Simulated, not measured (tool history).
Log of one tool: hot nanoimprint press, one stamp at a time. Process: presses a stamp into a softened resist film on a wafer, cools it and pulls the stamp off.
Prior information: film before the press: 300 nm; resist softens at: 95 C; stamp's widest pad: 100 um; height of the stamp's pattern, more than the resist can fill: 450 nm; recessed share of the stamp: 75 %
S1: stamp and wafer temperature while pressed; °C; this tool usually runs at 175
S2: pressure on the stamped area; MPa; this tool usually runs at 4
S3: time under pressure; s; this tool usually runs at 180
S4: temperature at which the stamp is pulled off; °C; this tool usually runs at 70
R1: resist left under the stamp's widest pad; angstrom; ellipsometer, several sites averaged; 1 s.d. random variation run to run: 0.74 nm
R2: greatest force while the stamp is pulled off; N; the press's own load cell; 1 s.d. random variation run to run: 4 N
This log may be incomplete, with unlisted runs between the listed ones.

Run 1, hour 0: usual settings. Result: R1 1192 angstrom, R2 344 N.
Run 2, hour 13: usual settings but S2 2.9 MPa. Result: R1 1371 angstrom, R2 330 N.
Run 3, hour 29.8: usual settings but S2 5.34 MPa. Result: R1 1060 angstrom, R2 345 N.
Run 4, hour 43: usual settings but S2 5.34 MPa, S4 69 °C. Result: R1 1075 angstrom, R2 349 N.
Run 5, hour 57.6: usual settings but S4 61 °C. Result: R1 1201 angstrom, R2 389 N.
Run 6, hour 66.9: usual settings but S2 2.64 MPa. Result: R1 1422 angstrom, R2 360 N.
Run 7, hour 80.4: usual settings but S2 2.64 MPa. Result: R1 1437 angstrom, R2 362 N.
Run 8, hour 92.4: usual settings but S1 173 °C, S2 6.2 MPa, S3 182 s, S4 66 °C. Result: R1 1064 angstrom, R2 374 N.
Run 9, hour 99.9: usual settings but S2 5.56 MPa, S3 264 s, S4 75 °C. Result: R1 896 angstrom, R2 349 N.
At hour 104.4: plate thermocouple calibrated.
Run 10, hour 115.3: usual settings but S2 2.52 MPa, S3 122 s, S4 75 °C. Result: R1 1693 angstrom, R2 348 N.
At hour 126.9: stamp cleaned and given a new release coat.
Run 11, hour 137.8: usual settings but S1 186 °C, S3 332 s. Result: R1 672 angstrom, R2 199 N.
Run 12, hour 150.9: usual settings but S1 178 °C. Result: R1 1133 angstrom, R2 203 N.

What if the next run were any one of these 4? Each begins from the tool's condition after run 12:
At hour 154.9: plate thermocouple calibrated, once more.
Run A, hour 165.6: usual settings but S2 2.98 MPa. Result: R1 ?, R2 ?.
At hour 154.9: plate thermocouple calibrated, once more.
Run B, hour 165.6: usual settings but S1 184 °C, S2 2.87 MPa. Result: R1 ?, R2 ?.
At hour 154.9: plate thermocouple calibrated, once more.
Run C, hour 165.6: usual settings but S1 178 °C, S4 55 °C. Result: R1 ?, R2 ?.
At hour 154.9: plate thermocouple calibrated, once more.
Run D, hour 165.6: usual settings but S2 4.08 MPa, S3 243 s, S4 68 °C. Result: R1 ?, R2 ?.

run    R1   R2
  A  1355  205
  B  1097  204
  C  1116  225
  D  1057  201
What these runs would have given with no unlogged condition in the tool:
run    R1   R2
  A  1346  197
  B  1090  197
  C  1107  216
  D  1047  193
